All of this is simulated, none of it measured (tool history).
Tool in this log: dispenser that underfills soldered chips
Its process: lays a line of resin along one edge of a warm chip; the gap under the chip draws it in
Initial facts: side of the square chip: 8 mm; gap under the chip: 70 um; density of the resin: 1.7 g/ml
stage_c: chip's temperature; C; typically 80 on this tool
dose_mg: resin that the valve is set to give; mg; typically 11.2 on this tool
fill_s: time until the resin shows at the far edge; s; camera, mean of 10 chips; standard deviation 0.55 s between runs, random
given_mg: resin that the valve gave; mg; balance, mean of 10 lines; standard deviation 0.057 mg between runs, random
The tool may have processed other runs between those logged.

Run 1, hour 0: usual settings. Result: fill_s 90.4 s, given_mg 11.09 mg.
Run 2, hour 4.7: usual settings. Result: fill_s 116.4 s, given_mg 11 mg.
At hour 5.3: new syringe of resin.
Run 3, hour 8.9: usual settings but stage_c 68 C. Result: fill_s 100.3 s, given_mg 10.95 mg.
Run 4, hour 13.8: usual settings but stage_c 68 C. Result: fill_s 132.2 s, given_mg 10.99 mg.
Run 5, hour 18.2: usual settings but stage_c 68 C. Result: fill_s 166.1 s, given_mg 10.86 mg.
Run 6, hour 21.4: usual settings but stage_c 83 C. Result: fill_s 95.5 s, given_mg 10.89 mg.
At hour 23.3: new syringe of resin.
Run 7, hour 25.7: usual settings but stage_c 83 C. Result: fill_s 48.5 s, given_mg 10.83 mg.
Run 8, hour 29.5: usual settings. Result: fill_s 68.2 s, given_mg 10.8 mg.
Run 9, hour 31.9: usual settings. Result: fill_s 76.1 s, given_mg 10.81 mg.
Run 10, hour 35.3: usual settings but stage_c 73 C. Result: fill_s 128.2 s, given_mg 10.81 mg.
Run 11, hour 38.7: usual settings but stage_c 73 C. Result: fill_s 152.2 s, given_mg 10.8 mg.
At hour 40.9: new syringe of resin.
Run 12, hour 44.4: usual settings but stage_c 73 C. Result: fill_s 80.7 s, given_mg 10.76 mg.
Run 13, hour 49.3: usual settings but stage_c 73 C. Result: fill_s 105 s, given_mg 10.73 mg.
Run 14, hour 52.8: usual settings. Result: fill_s 90.7 s, given_mg 10.66 mg.
Run 15, hour 56.2: usual settings but dose_mg 11.1 mg. Result: fill_s 107 s, given_mg 10.48 mg.
At hour 59: new syringe of resin.
Run 16, hour 59.1: usual settings but dose_mg 11.1 mg. Result: fill_s 47.9 s, given_mg 10.57 mg.
Run 17, hour 62: usual settings but stage_c 87 C. Result: fill_s 39.7 s, given_mg 10.53 mg.
Run 18, hour 66.2: usual settings but stage_c 87 C. Result: fill_s 49.3 s, given_mg 10.58 mg.
Run 19, hour 71.3: usual settings but stage_c 67 C, dose_mg 13.4 mg. Result: fill_s 170.8 s, given_mg 12.73 mg.
Run 20, hour 73.7: usual settings but stage_c 85 C, dose_mg 12.5 mg. Result: fill_s 78.2 s, given_mg 11.78 mg.
At hour 77: new syringe of resin.
Run 21, hour 79.7: usual settings but stage_c 90 C, dose_mg 11.4 mg. Result: fill_s 35 s, given_mg 10.77 mg.
Run 22, hour 85.1: usual settings but stage_c 90 C, dose_mg 11.4 mg. Result: fill_s 45.5 s, given_mg 10.57 mg.
Run 23, hour 90.3: usual settings but stage_c 82 C. Result: fill_s 90.1 s, given_mg 10.53 mg.
Run 24, hour 93.9: usual settings but stage_c 82 C. Result: fill_s 106.6 s, given_mg 10.42 mg.
At hour 94.8: new syringe of resin.
Run 25, hour 99.8: usual settings but stage_c 77 C, dose_mg 13.7 mg. Result: fill_s 69.9 s, given_mg 12.67 mg.
Run 26, hour 104: usual settings but stage_c 93 C, dose_mg 10 mg. Result: fill_s 44.6 s, given_mg 9.15 mg.
Run 27, hour 109.2: usual settings but stage_c 93 C, dose_mg 10 mg. Result: fill_s 58 s, given_mg 9.27 mg.
Run 28, hour 111.7: usual settings but stage_c 93 C, dose_mg 10 mg. Result: fill_s 67.1 s, given_mg 9.15 mg.
At hour 112.4: new syringe of resin.
Run 29, hour 115.4: usual settings but stage_c 93 C, dose_mg 10 mg. Result: fill_s 32.5 s, given_mg 9.16 mg.
Run 30, hour 119.2: usual settings but stage_c 93 C, dose_mg 10 mg. Result: fill_s 40.3 s, given_mg 9.1 mg.
Run 31, hour 125: usual settings but stage_c 68 C, dose_mg 10 mg. Result: fill_s 181.7 s, given_mg 9.05 mg.
Run 32, hour 127.7: usual settings but stage_c 68 C, dose_mg 10 mg. Result: fill_s 209.1 s, given_mg 9.06 mg.
At hour 130.3: new syringe of resin.
Run 33, hour 132.9: usual settings but stage_c 85 C, dose_mg 10 mg. Result: fill_s 46.4 s, given_mg 9.1 mg.
Run 34, hour 136.7: usual settings but stage_c 85 C, dose_mg 10 mg. Result: fill_s 55.8 s, given_mg 9.07 mg.
Run 35, hour 139: usual settings but stage_c 77 C, dose_mg 11.9 mg. Result: fill_s 89.3 s, given_mg 10.73 mg.
Run 36, hour 142.2: usual settings but stage_c 75 C, dose_mg 11.1 mg. Result: fill_s 117.3 s, given_mg 10 mg.

Each run again, without the hidden state but with its own random variation kept:
What the log doesn't record here: resin's viscosity, % of fresh resin's; dose that the valve gives, % of what is set; true chip temperature over the reading, C; drift of the gauge itself on fill_s, %; drift of the gauge itself on given_mg, %.
run  fill_s  given_mg
  1    45.7     11.24
  2      46     11.19
  3    81.6     11.16
  4    83.5     11.23
  5    83.4     11.14
  6    41.2     11.18
  7    40.3     11.16
  8    46.7     11.16
  9    45.9     11.18
 10    64.6      11.2
 11    64.4     11.22
 12    64.6     11.22
 13      65     11.22
 14    46.8     11.17
 15    46.4        11
 16    45.9     11.12
 17    32.8      11.1
 18    32.7     11.18
 19    87.4     13.49
 20    35.5     12.51
 21    28.9     11.47
 22    28.2     11.31
 23    42.7     11.29
 24    41.7      11.2
 25    51.9     13.68
 26    26.3       9.9
 27    26.1     10.06
 28    26.5      9.95
 29    25.5      9.99
 30    25.8      9.95
 31      86      9.94
 32    85.4      9.97
 33    37.6     10.04
 34    37.2     10.02
 35    53.6     11.89
 36    59.4      11.1

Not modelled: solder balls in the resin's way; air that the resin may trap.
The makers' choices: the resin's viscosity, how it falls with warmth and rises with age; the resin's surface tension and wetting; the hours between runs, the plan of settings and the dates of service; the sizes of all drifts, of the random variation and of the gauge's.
